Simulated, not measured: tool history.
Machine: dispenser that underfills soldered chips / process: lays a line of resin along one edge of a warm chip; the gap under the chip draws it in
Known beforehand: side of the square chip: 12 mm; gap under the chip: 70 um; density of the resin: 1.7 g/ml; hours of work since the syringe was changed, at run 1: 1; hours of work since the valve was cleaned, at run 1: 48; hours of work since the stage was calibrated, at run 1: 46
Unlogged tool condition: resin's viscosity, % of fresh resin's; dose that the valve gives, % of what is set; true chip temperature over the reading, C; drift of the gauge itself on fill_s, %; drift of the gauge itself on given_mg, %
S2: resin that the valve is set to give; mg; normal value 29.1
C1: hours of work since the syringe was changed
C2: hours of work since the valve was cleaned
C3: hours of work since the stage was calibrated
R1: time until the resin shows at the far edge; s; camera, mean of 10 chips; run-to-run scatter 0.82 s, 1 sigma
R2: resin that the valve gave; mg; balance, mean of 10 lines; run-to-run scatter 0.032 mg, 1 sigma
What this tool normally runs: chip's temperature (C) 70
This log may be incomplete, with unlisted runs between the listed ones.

Run 1, hour 0.0: usual settings; C1 1; C2 48; C3 46. Result: R1 85.1 s, R2 28.59 mg.
Run 2, hour 5.4: usual settings but S2 26.9 mg; C1 5; C2 52; C3 50. Result: R1 99.1 s, R2 26.40 mg.
At hour 7.4: new syringe of resin.
Run 3, hour 10.9: usual settings but chip's temperature (C) 74; C1 3; C2 55; C3 54. Result: R1 76.7 s, R2 28.49 mg.
Run 4, hour 15.6: usual settings but chip's temperature (C) 72; C1 6; C2 59; C3 57. Result: R1 93.1 s, R2 28.49 mg.
At hour 16.3: new syringe of resin.
At hour 21.7: dispensing valve cleaned and set on the balance.
Run 5, hour 21.7: usual settings; C1 3; C2 0; C3 61. Result: R1 88.8 s, R2 28.97 mg.
At hour 26.4: new syringe of resin.
Run 6, hour 26.6: usual settings; C1 0; C2 3; C3 64. Result: R1 80.8 s, R2 28.96 mg.
Run 7, hour 31.6: usual settings; C1 4; C2 7; C3 68. Result: R1 93.3 s, R2 28.86 mg.
At hour 35.5: new syringe of resin.
Run 8, hour 37.4: usual settings; C1 1; C2 11; C3 71. Result: R1 84.9 s, R2 28.88 mg.
Run 9, hour 40.6: usual settings; C1 4; C2 13; C3 74. Result: R1 90.5 s, R2 28.80 mg.
At hour 44.6: new syringe of resin.
Run 10, hour 46.4: usual settings; C1 1; C2 17; C3 78. Result: R1 85.9 s, R2 28.80 mg.
Run 11, hour 51.6: usual settings; C1 5; C2 21; C3 81. Result: R1 94.9 s, R2 28.77 mg.
At hour 53.9: new syringe of resin.
Run 12, hour 56.6: usual settings; C1 2; C2 24; C3 85. Result: R1 86.2 s, R2 28.72 mg.
Run 13, hour 62.1: usual settings but S2 33.1 mg; C1 6; C2 28; C3 89. Result: R1 98.0 s, R2 32.60 mg.
At hour 62.9: new syringe of resin.
Run 14, hour 65.6: usual settings but S2 33.1 mg; C1 2; C2 30; C3 91. Result: R1 85.8 s, R2 32.58 mg.
Run 15, hour 70.7: usual settings but S2 33.1 mg; C1 6; C2 34; C3 95. Result: R1 95.5 s, R2 32.60 mg.
At hour 72.0: new syringe of resin.
Run 16, hour 76.5: usual settings but S2 33.1 mg; C1 3; C2 38; C3 99. Result: R1 90.1 s, R2 32.54 mg.
At hour 81.0: new syringe of resin.
Run 17, hour 81.0: usual settings; C1 0; C2 41; C3 102. Result: R1 80.3 s, R2 28.55 mg.
Run 18, hour 87.6: usual settings but S2 35.2 mg; C1 5; C2 46; C3 106. Result: R1 93.3 s, R2 34.51 mg.
At hour 90.2: new syringe of resin.
Run 19, hour 93.5: usual settings but chip's temperature (C) 83, S2 37.7 mg; C1 2; C2 50; C3 110. Result: R1 55.7 s, R2 36.97 mg.
Run 20, hour 97.5: usual settings but chip's temperature (C) 60, S2 28.9 mg; C1 5; C2 53; C3 113. Result: R1 137.6 s, R2 28.22 mg.
At hour 99.3: new syringe of resin.
Run 21, hour 102.4: usual settings but chip's temperature (C) 57, S2 36.2 mg; C1 2; C2 56; C3 116. Result: R1 137.5 s, R2 35.38 mg.
Run 22, hour 106.6: usual settings but S2 28.7 mg; C1 5; C2 59; C3 119. Result: R1 95.8 s, R2 27.92 mg.
At hour 108.4: new syringe of resin.
At hour 112.4: dispensing valve cleaned and set on the balance.
Run 23, hour 113.5: usual settings but S2 28.7 mg; C1 3; C2 1; C3 123. Result: R1 88.8 s, R2 28.78 mg.
Run 24, hour 116.7: usual settings but S2 28.7 mg; C1 5; C2 3; C3 126. Result: R1 95.3 s, R2 28.66 mg.
At hour 118.6: new syringe of resin.
Run 25, hour 122.2: usual settings but S2 28.7 mg; C1 3; C2 7; C3 129. Result: R1 86.9 s, R2 28.59 mg.
Run 26, hour 125.8: usual settings but chip's temperature (C) 66, S2 31.3 mg; C1 5; C2 9; C3 132. Result: R1 107.0 s, R2 31.26 mg.
At hour 127.7: new syringe of resin.
Run 27, hour 130.5: usual settings but chip's temperature (C) 57, S2 31.0 mg; C1 2; C2 13; C3 135. Result: R1 136.0 s, R2 30.90 mg.
Run 28, hour 135.9: usual settings but chip's temperature (C) 71, S2 36.5 mg; C1 6; C2 16; C3 139. Result: R1 91.3 s, R2 36.27 mg.
At hour 136.7: new syringe of resin.
Run 29, hour 140.9: usual settings but chip's temperature (C) 69, S2 36.2 mg; C1 3; C2 20; C3 142. Result: R1 92.9 s, R2 35.98 mg.
At hour 145.7: new syringe of resin.
Run 30, hour 146.1: usual settings but chip's temperature (C) 74, S2 34.0 mg; C1 0; C2 23; C3 146. Result: R1 69.3 s, R2 33.73 mg.
Run 31, hour 150.5: usual settings but chip's temperature (C) 67, S2 32.9 mg; C1 3; C2 26; C3 149. Result: R1 97.7 s, R2 32.58 mg.
Run 32, hour 154.2: usual settings but S2 31.7 mg; C1 6; C2 29; C3 152. Result: R1 96.1 s, R2 31.43 mg.
At hour 155.0: new syringe of resin.
Run 33, hour 159.2: usual settings but S2 31.7 mg; C1 3; C2 32; C3 155. Result: R1 89.3 s, R2 31.38 mg.
At hour 163.9: new syringe of resin.
Run 34, hour 165.7: usual settings but S2 31.7 mg; C1 1; C2 37; C3 160. Result: R1 85.0 s, R2 31.25 mg.
Run 35, hour 172.4: usual settings but S2 31.7 mg; C1 6; C2 42; C3 164. Result: R1 98.6 s, R2 31.22 mg.

How would selected steps in R1 from run to run divide? Give the signed amount a tool lacking its hidden state would still show from settings, what came in and random variation, and the signed amount left for the hidden state, including any gauge scatter that is not in both of the compared results.
Run 17 -> 18: S2 29.1 -> 35.2. R1 +13.0 s: hidden state +12.6, all else +0.4.
Run 19 -> 20: chip's temperature (C) 83 -> 60, S2 37.7 -> 28.9. R1 +81.9 s: hidden state +14.4, all else +67.5.
Run 21 -> 22: chip's temperature (C) 57 -> 70, S2 36.2 -> 28.7. R1 -41.7 s: hidden state +7.2, all else -48.9.
Run 27 -> 28: chip's temperature (C) 57 -> 71, S2 31.0 -> 36.5. R1 -44.7 s: hidden state +9.4, all else -54.1.
Run 34 -> 35: no setting changed, nothing entered. R1 +13.6 s: hidden state +13.7, all else -0.1.

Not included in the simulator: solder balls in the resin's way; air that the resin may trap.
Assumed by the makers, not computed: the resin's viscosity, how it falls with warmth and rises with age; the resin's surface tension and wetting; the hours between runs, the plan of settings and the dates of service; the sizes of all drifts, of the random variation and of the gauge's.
